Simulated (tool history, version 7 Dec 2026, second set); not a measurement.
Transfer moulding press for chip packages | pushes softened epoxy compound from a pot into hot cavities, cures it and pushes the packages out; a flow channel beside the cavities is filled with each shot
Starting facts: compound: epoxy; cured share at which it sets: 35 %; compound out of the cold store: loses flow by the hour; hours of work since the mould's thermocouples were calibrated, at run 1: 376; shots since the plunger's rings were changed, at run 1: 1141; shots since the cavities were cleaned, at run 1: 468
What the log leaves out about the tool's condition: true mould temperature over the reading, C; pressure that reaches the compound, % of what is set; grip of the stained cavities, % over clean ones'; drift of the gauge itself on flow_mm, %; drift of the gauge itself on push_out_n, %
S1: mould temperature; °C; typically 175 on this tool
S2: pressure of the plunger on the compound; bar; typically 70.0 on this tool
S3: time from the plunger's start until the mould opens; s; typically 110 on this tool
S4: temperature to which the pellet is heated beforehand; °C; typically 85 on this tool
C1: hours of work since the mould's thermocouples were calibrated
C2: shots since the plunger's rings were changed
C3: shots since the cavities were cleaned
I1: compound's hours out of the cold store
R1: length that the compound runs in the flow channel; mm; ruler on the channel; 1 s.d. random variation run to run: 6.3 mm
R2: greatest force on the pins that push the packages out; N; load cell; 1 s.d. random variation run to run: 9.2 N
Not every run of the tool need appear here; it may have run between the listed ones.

run	day	S1	S2	S3	S4	C1	C2	C3	I1	R1	R2
1	0.000	175	70.0	110	85	376	1141	468	24.0	703	408
2	0.558	175	70.0	110	85	384	1296	623	10.3	769	426
3	1.329	175	70.0	110	85	396	1509	836	45.9	637	394
# day 1.650: cavities cleaned with cleaning compound and waxed
4	2.175	175	70.0	110	85	408	1726	146	14.4	745	431
5	2.850	175	70.0	110	85	418	1913	333	43.1	637	403
6	3.496	175	70.0	110	85	428	2092	512	40.2	649	413
7	4.133	175	70.0	110	85	437	2269	689	30.6	694	411
8	4.683	175	70.0	110	85	446	2421	841	27.4	693	417
# day 4.975: cavities cleaned with cleaning compound and waxed
9	5.617	175	70.0	110	85	459	2663	179	45.7	632	405
10	6.121	175	70.0	110	85	467	2802	318	18.1	737	429
11	6.633	175	70.0	110	85	474	2943	459	22.7	708	435
12	7.117	175	63.4	110	85	482	3078	594	21.0	690	419
13	7.508	175	63.4	110	85	488	3186	702	42.2	611	423
14	8.038	175	63.4	110	85	496	3332	848	39.9	626	406
# day 8.321: cavities cleaned with cleaning compound and waxed
15	8.612	170	85.2	94	85	503	3475	82	14.6	862	834
16	8.996	175	54.5	110	85	509	3580	187	33.8	589	417
17	9.688	175	54.5	110	85	520	3772	379	14.7	660	411
18	10.317	174	54.5	110	85	529	3947	554	25.6	612	451
19	11.212	174	54.5	110	85	543	4195	802	18.8	640	443
# day 11.650: cavities cleaned with cleaning compound and waxed
20	11.988	175	70.0	92	75	554	4392	94	44.8	630	554
21	12.608	175	70.0	129	85	563	4564	266	18.3	744	379
22	13.108	181	70.0	110	85	571	4703	405	22.4	713	360
23	13.558	170	70.0	110	82	577	4827	529	38.7	677	532
24	14.438	170	70.0	110	82	591	5071	773	35.9	681	536
25	14.892	178	53.7	141	76	598	5197	899	23.0	623	354
# day 15.021: cavities cleaned with cleaning compound and waxed
26	15.838	180	82.9	110	90	611	5441	226	31.1	717	368
27	16.512	178	59.3	113	83	621	5628	413	8.3	708	382
28	16.950	169	74.7	108	91	628	5750	535	37.5	708	567

Predict each of these 4 candidate next runs independently; none follows another, all start after run 28:
A	17.692	170	73.9	109	85	639	5955	740	42.2	?	?
B	17.692	174	70.0	110	84	639	5955	740	41.1	?	?
C	17.692	169	74.7	110	91	639	5955	740	36.8	?	?
D	17.692	169	67.5	97	91	639	5955	740	43.8	?	?

run	R1	R2
A	672	535
B	652	432
C	709	535
D	642	714
Without the tool's hidden state the same runs would have given:
run	R1	R2
A	674	531
B	653	428
C	711	531
D	643	708
